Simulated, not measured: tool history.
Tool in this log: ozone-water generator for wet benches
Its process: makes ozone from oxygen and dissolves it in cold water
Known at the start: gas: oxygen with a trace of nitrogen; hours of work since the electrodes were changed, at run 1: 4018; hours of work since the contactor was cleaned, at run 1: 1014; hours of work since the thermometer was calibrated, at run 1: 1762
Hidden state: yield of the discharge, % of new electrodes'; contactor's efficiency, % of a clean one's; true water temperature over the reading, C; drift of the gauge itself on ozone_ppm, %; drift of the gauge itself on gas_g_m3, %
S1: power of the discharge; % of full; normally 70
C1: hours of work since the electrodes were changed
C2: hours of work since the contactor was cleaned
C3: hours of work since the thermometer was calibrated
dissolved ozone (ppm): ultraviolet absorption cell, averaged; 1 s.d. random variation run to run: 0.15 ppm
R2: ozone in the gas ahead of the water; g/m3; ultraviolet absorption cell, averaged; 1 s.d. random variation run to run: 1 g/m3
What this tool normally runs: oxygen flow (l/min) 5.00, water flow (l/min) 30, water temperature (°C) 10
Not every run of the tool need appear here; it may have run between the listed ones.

{"run": 1, "day": 0.0, "S1": 70, "oxygen flow (l/min)": 5.0, "water flow (l/min)": 30, "water temperature (°C)": 10, "C1": 4018, "C2": 1014, "C3": 1762, "dissolved ozone (ppm)": 14.3, "R2": 149.4}
{"run": 2, "day": 4.15, "S1": 70, "oxygen flow (l/min)": 5.0, "water flow (l/min)": 30, "water temperature (°C)": 10, "C1": 4097, "C2": 1093, "C3": 1841, "dissolved ozone (ppm)": 14.3, "R2": 151.1}
{"run": 3, "day": 9.804, "S1": 70, "oxygen flow (l/min)": 4.8, "water flow (l/min)": 30, "water temperature (°C)": 10, "C1": 4204, "C2": 1201, "C3": 1948, "dissolved ozone (ppm)": 14.0, "R2": 152.3}
{"run": 4, "day": 15.333, "S1": 70, "oxygen flow (l/min)": 4.8, "water flow (l/min)": 30, "water temperature (°C)": 10, "C1": 4310, "C2": 1306, "C3": 2053, "dissolved ozone (ppm)": 13.8, "R2": 150.0}
{"run": 5, "day": 21.571, "S1": 70, "oxygen flow (l/min)": 5.0, "water flow (l/min)": 30, "water temperature (°C)": 10, "C1": 4428, "C2": 1424, "C3": 2172, "dissolved ozone (ppm)": 13.8, "R2": 147.5}
{"day": 22.083, "done": "water thermometer calibrated"}
{"run": 6, "day": 24.592, "S1": 70, "oxygen flow (l/min)": 5.0, "water flow (l/min)": 30, "water temperature (°C)": 10, "C1": 4485, "C2": 1481, "C3": 48, "dissolved ozone (ppm)": 13.8, "R2": 146.7}
{"run": 7, "day": 30.517, "S1": 70, "oxygen flow (l/min)": 5.0, "water flow (l/min)": 23, "water temperature (°C)": 10, "C1": 4598, "C2": 1594, "C3": 160, "dissolved ozone (ppm)": 17.5, "R2": 145.9}
{"run": 8, "day": 33.508, "S1": 70, "oxygen flow (l/min)": 5.0, "water flow (l/min)": 23, "water temperature (°C)": 10, "C1": 4655, "C2": 1651, "C3": 217, "dissolved ozone (ppm)": 17.4, "R2": 145.2}
{"run": 9, "day": 39.329, "S1": 70, "oxygen flow (l/min)": 5.87, "water flow (l/min)": 39, "water temperature (°C)": 14, "C1": 4766, "C2": 1762, "C3": 328, "dissolved ozone (ppm)": 10.9, "R2": 134.5}
{"run": 10, "day": 44.642, "S1": 83, "oxygen flow (l/min)": 4.01, "water flow (l/min)": 27, "water temperature (°C)": 6, "C1": 4867, "C2": 1863, "C3": 429, "dissolved ozone (ppm)": 15.5, "R2": 171.9}
{"day": 46.85, "done": "water thermometer calibrated, once more"}
{"run": 11, "day": 48.133, "S1": 83, "oxygen flow (l/min)": 4.01, "water flow (l/min)": 27, "water temperature (°C)": 6, "C1": 4933, "C2": 1929, "C3": 24, "dissolved ozone (ppm)": 15.5, "R2": 172.3}
{"run": 12, "day": 52.188, "S1": 75, "oxygen flow (l/min)": 5.0, "water flow (l/min)": 38, "water temperature (°C)": 10, "C1": 5010, "C2": 2006, "C3": 102, "dissolved ozone (ppm)": 11.1, "R2": 149.4}
{"run": 13, "day": 58.329, "S1": 75, "oxygen flow (l/min)": 5.0, "water flow (l/min)": 38, "water temperature (°C)": 10, "C1": 5127, "C2": 2123, "C3": 218, "dissolved ozone (ppm)": 10.9, "R2": 146.0}
{"run": 14, "day": 63.371, "S1": 70, "oxygen flow (l/min)": 5.0, "water flow (l/min)": 34, "water temperature (°C)": 10, "C1": 5222, "C2": 2219, "C3": 314, "dissolved ozone (ppm)": 11.7, "R2": 140.3}
{"run": 15, "day": 66.396, "S1": 70, "oxygen flow (l/min)": 5.45, "water flow (l/min)": 34, "water temperature (°C)": 10, "C1": 5280, "C2": 2276, "C3": 372, "dissolved ozone (ppm)": 12.0, "R2": 134.6}

What if the next run were any one of these 4? Each begins from the tool's condition after run 15:
{"run": "A", "day": 69.938, "S1": 70, "oxygen flow (l/min)": 3.22, "water flow (l/min)": 34, "water temperature (°C)": 10, "C1": 5347, "C2": 2344, "C3": 439, "dissolved ozone (ppm)": "?", "R2": "?"}
{"run": "B", "day": 69.938, "S1": 70, "oxygen flow (l/min)": 5.45, "water flow (l/min)": 46, "water temperature (°C)": 10, "C1": 5347, "C2": 2344, "C3": 439, "dissolved ozone (ppm)": "?", "R2": "?"}
{"run": "C", "day": 69.938, "S1": 70, "oxygen flow (l/min)": 5.0, "water flow (l/min)": 30, "water temperature (°C)": 5, "C1": 5347, "C2": 2344, "C3": 439, "dissolved ozone (ppm)": "?", "R2": "?"}
{"run": "D", "day": 69.938, "S1": 86, "oxygen flow (l/min)": 5.0, "water flow (l/min)": 32, "water temperature (°C)": 6, "C1": 5347, "C2": 2344, "C3": 439, "dissolved ozone (ppm)": "?", "R2": "?"}

run=A dissolved_ozone_(ppm)=10.0 R2=164.3
run=B dissolved_ozone_(ppm)=8.9 R2=134.6
run=C dissolved_ozone_(ppm)=13.7 R2=139.2
run=D dissolved_ozone_(ppm)=14.1 R2=155.4
Stripped of hidden state, with their random variation kept, the same runs would have yielded:
run=A dissolved_ozone_(ppm)=13.6 R2=214.7
run=B dissolved_ozone_(ppm)=12.1 R2=175.9
run=C dissolved_ozone_(ppm)=18.6 R2=182.0
run=D dissolved_ozone_(ppm)=19.9 R2=210.5
